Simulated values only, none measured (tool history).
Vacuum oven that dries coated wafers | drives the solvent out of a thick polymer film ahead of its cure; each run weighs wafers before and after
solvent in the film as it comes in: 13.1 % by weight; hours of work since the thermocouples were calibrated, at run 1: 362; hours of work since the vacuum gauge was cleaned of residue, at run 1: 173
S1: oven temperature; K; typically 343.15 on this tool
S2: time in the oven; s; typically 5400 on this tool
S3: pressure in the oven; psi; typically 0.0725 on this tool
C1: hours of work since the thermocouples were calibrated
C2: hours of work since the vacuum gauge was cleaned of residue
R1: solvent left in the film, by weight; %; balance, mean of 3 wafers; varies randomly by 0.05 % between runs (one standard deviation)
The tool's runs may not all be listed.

run	hour	S1	S2	S3	C1	C2	R1
1	0	343.15	5400	0.0725	362	173	0.67
2	48.9	343.15	5400	0.0725	399	210	0.64
3	115.5	343.15	5400	0.0725	448	259	0.78
4	148.1	343.15	5400	0.0506	473	284	0.57
5	193.2	343.15	5400	0.0506	506	317	0.66
6	258.2	350.15	5400	0.0725	555	366	0.39
7	304.3	350.15	6900	0.0725	589	400	0.28
8	352.1	350.15	6900	0.0725	625	436	0.28
9	416.8	350.15	6900	0.0725	673	484	0.28
10	446.9	343.15	5400	0.0725	696	507	0.64
11	503	343.15	5400	0.0725	737	548	0.71
12	559.7	343.15	5220	0.0725	780	591	0.66
13	616.3	343.15	5400	0.0725	822	633	0.64
14	685.7	343.15	4080	0.0846	874	685	1.19
15	749.5	343.15	4080	0.094	921	732	1.19
16	779.8	328.15	5580	0.0397	944	755	3.65
17	825.5	328.15	5580	0.0397	978	789	3.64
18	876.7	329.15	9240	0.1952	1016	827	2.84
19	943.2	329.15	2940	0.1952	1066	877	6.29
20	1015.5	329.15	2940	0.1952	1119	931	6.28
21	1056.8	329.15	6540	0.2516	1150	961	4.1
22	1112.9	344.15	3660	0.05	1192	1003	1.21
23	1172.9	344.15	3660	0.05	1237	1048	1.18
24	1228.4	343.15	3840	0.0725	1278	1089	1.26
25	1288.3	343.15	3840	0.0725	1323	1134	1.19
26	1324.5	357.15	7020	0.1865	1350	1161	0.49

4 options for the next run, each taken on its own from the tool as it stands now. Forecast them:
# hour 1382.6: oven's thermocouples calibrated
A	1389.1	333.15	5400	0.0725	5	1208	?
# hour 1382.6: oven's thermocouples calibrated
B	1389.1	345.15	3900	0.0441	5	1208	?
# hour 1382.6: oven's thermocouples calibrated
C	1389.1	332.15	7020	0.2062	5	1208	?
# hour 1382.6: oven's thermocouples calibrated
D	1389.1	343.15	2880	0.0725	5	1208	?

run	R1
A	2.49
B	0.83
C	2.83
D	2.05
With the hidden condition removed and each run's random variation left untouched, the same runs would have given:
run	R1
A	2.48
B	0.82
C	2.82
D	2.05
